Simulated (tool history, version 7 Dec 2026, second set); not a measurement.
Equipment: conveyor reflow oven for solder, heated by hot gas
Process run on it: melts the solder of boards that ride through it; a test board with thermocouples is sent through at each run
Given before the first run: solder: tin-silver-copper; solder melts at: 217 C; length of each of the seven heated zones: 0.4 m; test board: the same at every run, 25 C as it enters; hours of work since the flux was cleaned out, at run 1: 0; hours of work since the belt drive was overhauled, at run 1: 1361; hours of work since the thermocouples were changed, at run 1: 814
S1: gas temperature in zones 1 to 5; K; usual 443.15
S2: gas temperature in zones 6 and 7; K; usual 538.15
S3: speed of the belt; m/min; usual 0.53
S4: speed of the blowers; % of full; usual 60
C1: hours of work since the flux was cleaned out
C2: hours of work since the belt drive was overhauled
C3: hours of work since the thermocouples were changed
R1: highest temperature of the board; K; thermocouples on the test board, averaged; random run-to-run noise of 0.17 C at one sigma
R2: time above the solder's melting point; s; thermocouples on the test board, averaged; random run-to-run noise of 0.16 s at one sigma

Run 1, hour 0: usual settings; C1 0; C2 1361; C3 814. Result: R1 530.45 K, R2 74.1 s.
Run 2, hour 43.5: usual settings; C1 26; C2 1386; C3 839. Result: R1 530.75 K, R2 73.7 s.
Run 3, hour 122.7: usual settings but S4 61 % of full; C1 72; C2 1433; C3 885. Result: R1 530.35 K, R2 74.3 s.
Run 4, hour 187.5: usual settings but S2 529.15 K; C1 110; C2 1470; C3 923. Result: R1 522.05 K, R2 67.4 s.
At hour 206.7: belt drive overhauled, speed set with a stopwatch.
Run 5, hour 250: usual settings but S4 74 % of full; C1 144; C2 25; C3 957. Result: R1 532.15 K, R2 74 s.
Run 6, hour 290.5: usual settings; C1 168; C2 49; C3 981. Result: R1 529.95 K, R2 71.5 s.
Run 7, hour 339.6: usual settings; C1 196; C2 77; C3 1010. Result: R1 529.45 K, R2 71.4 s.
At hour 353.6: thermocouples of zones 6 and 7 changed.
Run 8, hour 426.7: usual settings; C1 246; C2 127; C3 43. Result: R1 526.85 K, R2 69.1 s.
Run 9, hour 508.4: usual settings but S1 448.15 K; C1 293; C2 175; C3 90. Result: R1 527.35 K, R2 71.9 s.
Run 10, hour 565.6: usual settings but S1 448.15 K; C1 327; C2 208; C3 124. Result: R1 527.45 K, R2 71.7 s.
Run 11, hour 628.2: usual settings but S1 442.15 K; C1 363; C2 245; C3 160. Result: R1 526.35 K, R2 68.8 s.
At hour 672: flux residue cleaned out of gas plates and filters.
Run 12, hour 711: usual settings but S1 442.15 K; C1 23; C2 290; C3 206. Result: R1 527.65 K, R2 70.3 s.
Run 13, hour 747.6: usual settings but S1 442.15 K; C1 44; C2 311; C3 227. Result: R1 527.65 K, R2 70.1 s.
Run 14, hour 815.9: usual settings but S1 442.15 K, S4 66 % of full; C1 84; C2 351; C3 267. Result: R1 529.05 K, R2 71.5 s.
Run 15, hour 897.7: usual settings but S1 457.15 K; C1 132; C2 399; C3 314. Result: R1 529.55 K, R2 78.3 s.
Run 16, hour 971.8: usual settings but S1 441.15 K, S4 61 % of full; C1 175; C2 442; C3 358. Result: R1 527.65 K, R2 70 s.
Run 17, hour 1057.3: usual settings but S1 431.15 K, S2 537.15 K, S3 0.514 m/min, S4 76 % of full; C1 225; C2 492; C3 407. Result: R1 528.95 K, R2 70.7 s.
Run 18, hour 1120.1: usual settings but S1 431.15 K, S2 537.15 K, S3 0.514 m/min, S4 76 % of full; C1 261; C2 529; C3 444. Result: R1 528.95 K, R2 70.7 s.
Run 19, hour 1206: usual settings but S1 431.15 K, S2 537.15 K, S3 0.514 m/min, S4 76 % of full; C1 311; C2 579; C3 494. Result: R1 528.85 K, R2 70.9 s.
Run 20, hour 1251.6: usual settings but S1 431.15 K, S2 537.15 K, S3 0.514 m/min, S4 76 % of full; C1 338; C2 605; C3 521. Result: R1 529.15 K, R2 71 s.
Run 21, hour 1300.7: usual settings but S1 432.15 K, S4 77 % of full; C1 367; C2 634; C3 549. Result: R1 529.15 K, R2 68.7 s.
At hour 1344.3: flux residue cleaned out of gas plates and filters.
Run 22, hour 1348.5: usual settings but S1 432.15 K, S4 77 % of full; C1 2; C2 659; C3 574. Result: R1 530.65 K, R2 70.4 s.
Run 23, hour 1417.9: usual settings but S1 448.15 K, S2 547.15 K, S3 0.43 m/min, S4 65 % of full; C1 43; C2 699; C3 615. Result: R1 542.95 K, R2 102.9 s.
Run 24, hour 1472.4: usual settings but S2 535.15 K, S3 0.619 m/min, S4 65 % of full; C1 75; C2 731; C3 647. Result: R1 522.95 K, R2 56.3 s.
Run 25, hour 1508.2: usual settings but S2 529.15 K, S4 73 % of full; C1 96; C2 752; C3 668. Result: R1 523.05 K, R2 68.3 s.
Run 26, hour 1583.6: usual settings but S1 432.15 K, S2 527.15 K; C1 140; C2 796; C3 711. Result: R1 517.35 K, R2 57.7 s.
Run 27, hour 1649.8: usual settings but S2 551.15 K, S3 0.535 m/min, S4 51 % of full; C1 178; C2 835; C3 750. Result: R1 539.05 K, R2 77.6 s.
Run 28, hour 1695.7: usual settings but S2 544.15 K, S3 0.535 m/min, S4 85 % of full; C1 205; C2 861; C3 777. Result: R1 538.35 K, R2 78.2 s.
Run 29, hour 1775.8: usual settings but S1 431.15 K; C1 252; C2 908; C3 824. Result: R1 527.65 K, R2 66.5 s.

Branching from run 29: 4 alternative next runs. What would each branch give?
Run A, hour 1834.6: usual settings but S1 431.15 K, S2 549.15 K, S3 0.512 m/min, S4 51 % of full; C1 286; C2 942; C3 858. Result: R1 ?, R2 ?.
Run B, hour 1834.6: usual settings but S2 533.15 K, S4 84 % of full; C1 286; C2 942; C3 858. Result: R1 ?, R2 ?.
Run C, hour 1834.6: usual settings but S1 447.15 K, S2 552.15 K, S4 65 % of full; C1 286; C2 942; C3 858. Result: R1 ?, R2 ?.
Run D, hour 1834.6: usual settings but S1 438.15 K, S2 536.15 K; C1 286; C2 942; C3 858. Result: R1 ?, R2 ?.

run      R1    R2
  A  537.25  75.8
  B  528.15  72.8
  C  543.75  82.9
  D  526.65  68.6
With no hidden state in the tool, these same runs would have given:
run      R1    R2
  A  535.55  73.4
  B  526.65  70.9
  C  542.15  80.7
  D  525.05  66.4

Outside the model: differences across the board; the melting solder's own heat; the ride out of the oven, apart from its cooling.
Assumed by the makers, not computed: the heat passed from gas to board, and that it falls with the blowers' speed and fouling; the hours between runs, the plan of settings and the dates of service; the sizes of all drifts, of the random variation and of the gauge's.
